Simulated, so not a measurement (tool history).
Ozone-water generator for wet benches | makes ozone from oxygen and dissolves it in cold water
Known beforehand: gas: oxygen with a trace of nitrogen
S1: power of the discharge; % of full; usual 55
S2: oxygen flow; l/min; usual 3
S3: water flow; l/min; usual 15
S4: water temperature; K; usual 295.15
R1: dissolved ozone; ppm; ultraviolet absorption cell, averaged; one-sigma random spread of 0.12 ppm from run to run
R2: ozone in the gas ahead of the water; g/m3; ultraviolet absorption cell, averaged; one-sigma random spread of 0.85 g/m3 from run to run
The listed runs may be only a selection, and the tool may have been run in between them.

run,hour,S1,S2,S3,S4,R1,R2
1,0,55,3,15,295.15,12,133.9
2,43.8,55,3,15,295.15,12,134.4
3,107,55,3.46,15,295.15,11.6,122.2
4,174.7,55,3.46,15,295.15,11.6,121.1
5,208.8,55,3,15,295.15,12,132.6
6,264.4,50,3,15,295.15,10.9,122.1
7,306.7,55,3.36,15,295.15,11.9,124.4
8,356.1,55,3,15,295.15,11.7,134.8
9,423.2,55,3,15,295.15,11.7,133.3
10,457.5,55,3,15,295.15,11.8,133.9
11,509.1,55,3,15,295.15,11.9,133.9
12,538.7,55,3,15,295.15,12.1,134.3
13,594.1,55,3,15,295.15,11.8,133.2
14,621.9,55,3,15,295.15,11.8,134.2
15,686.4,55,3,15,295.15,11.7,133.8
16,715.4,55,3,15,295.15,11.7,133.9
17,743.3,55,3,15,295.15,11.8,132.1
18,780.6,77,3.73,12,291.15,19.3,154.1
19,836,77,3.73,12,291.15,18.9,150.5

Run 20 comes next. What will it give?
20,890.9,77,3.73,12,291.15,?,?

Logged for run 20: R1 19 ppm, R2 152.1 g/m3.
Take away the tool's hidden state, keep the run-to-run variation as it was, and the same run would have given R1 20.2 ppm, R2 160.7 g/m3.

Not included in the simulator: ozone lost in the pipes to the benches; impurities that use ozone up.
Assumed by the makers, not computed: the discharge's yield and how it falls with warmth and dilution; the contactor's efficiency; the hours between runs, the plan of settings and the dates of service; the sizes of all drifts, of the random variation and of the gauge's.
